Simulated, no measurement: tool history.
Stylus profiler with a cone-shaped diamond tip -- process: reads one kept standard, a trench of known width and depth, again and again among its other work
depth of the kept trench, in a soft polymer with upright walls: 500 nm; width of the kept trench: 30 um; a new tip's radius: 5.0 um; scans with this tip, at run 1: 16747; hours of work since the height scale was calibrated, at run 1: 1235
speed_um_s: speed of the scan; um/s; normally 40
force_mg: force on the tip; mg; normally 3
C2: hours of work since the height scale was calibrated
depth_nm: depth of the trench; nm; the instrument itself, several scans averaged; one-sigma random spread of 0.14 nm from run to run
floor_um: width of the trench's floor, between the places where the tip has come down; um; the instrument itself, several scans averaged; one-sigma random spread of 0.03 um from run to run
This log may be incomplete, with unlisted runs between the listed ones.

run 1 hour=0 | speed_um_s=40 force_mg=3 | scans_with_this_tip=16747 C2=1235 | depth_nm=506.26 floor_um=23.08
run 2 hour=20.1 | speed_um_s=40 force_mg=3 | scans_with_this_tip=16882 C2=1244 | depth_nm=506.34 floor_um=23.1
run 3 hour=36.6 | speed_um_s=12 force_mg=3 | scans_with_this_tip=16992 C2=1253 | depth_nm=506.46 floor_um=23.28
run 4 hour=47.7 | speed_um_s=12 force_mg=3 | scans_with_this_tip=17066 C2=1258 | depth_nm=506.09 floor_um=23.23
run 5 hour=60.3 | speed_um_s=12 force_mg=3 | scans_with_this_tip=17150 C2=1264 | depth_nm=506.13 floor_um=23.27
run 6 hour=79.8 | speed_um_s=12 force_mg=3 | scans_with_this_tip=17280 C2=1274 | depth_nm=506.12 floor_um=23.26
run 7 hour=92.1 | speed_um_s=12 force_mg=3 | scans_with_this_tip=17362 C2=1280 | depth_nm=506.15 floor_um=23.23
run 8 hour=112.1 | speed_um_s=20 force_mg=3 | scans_with_this_tip=17496 C2=1290 | depth_nm=506.17 floor_um=23.15
run 9 hour=129.7 | speed_um_s=139 force_mg=3.5 | scans_with_this_tip=17614 C2=1298 | depth_nm=506.97 floor_um=22.43
run 10 hour=141.2 | speed_um_s=151 force_mg=8.38 | scans_with_this_tip=17690 C2=1304 | depth_nm=514.76 floor_um=22.69
run 11 hour=153.3 | speed_um_s=152 force_mg=6.19 | scans_with_this_tip=17771 C2=1310 | depth_nm=511.52 floor_um=22.62
run 12 hour=161.7 | speed_um_s=15 force_mg=3 | scans_with_this_tip=17827 C2=1314 | depth_nm=506.43 floor_um=23.11
run 13 hour=178.1 | speed_um_s=64 force_mg=2.19 | scans_with_this_tip=17937 C2=1322 | depth_nm=504.18 floor_um=22.82
run 14 hour=195.8 | speed_um_s=64 force_mg=2.19 | scans_with_this_tip=18055 C2=1331 | depth_nm=504.47 floor_um=22.75

3 options for the next run, each taken on its own from the tool as it stands now. Forecast them:
run A hour=208.2 | speed_um_s=64 force_mg=3.5 | scans_with_this_tip=18138 C2=1337 | depth_nm=? floor_um=?
run B hour=208.2 | speed_um_s=18 force_mg=3.51 | scans_with_this_tip=18138 C2=1337 | depth_nm=? floor_um=?
run C hour=208.2 | speed_um_s=24 force_mg=1.99 | scans_with_this_tip=18138 C2=1337 | depth_nm=? floor_um=?

run=A depth_nm=507.14 floor_um=22.82
run=B depth_nm=506.98 floor_um=23.07
run=C depth_nm=504.03 floor_um=23.05
Take away the tool's hidden state, keep each run's random variation, and the runs would have read:
run=A depth_nm=509.83 floor_um=25.26
run=B depth_nm=509.67 floor_um=25.51
run=C depth_nm=506.71 floor_um=25.49

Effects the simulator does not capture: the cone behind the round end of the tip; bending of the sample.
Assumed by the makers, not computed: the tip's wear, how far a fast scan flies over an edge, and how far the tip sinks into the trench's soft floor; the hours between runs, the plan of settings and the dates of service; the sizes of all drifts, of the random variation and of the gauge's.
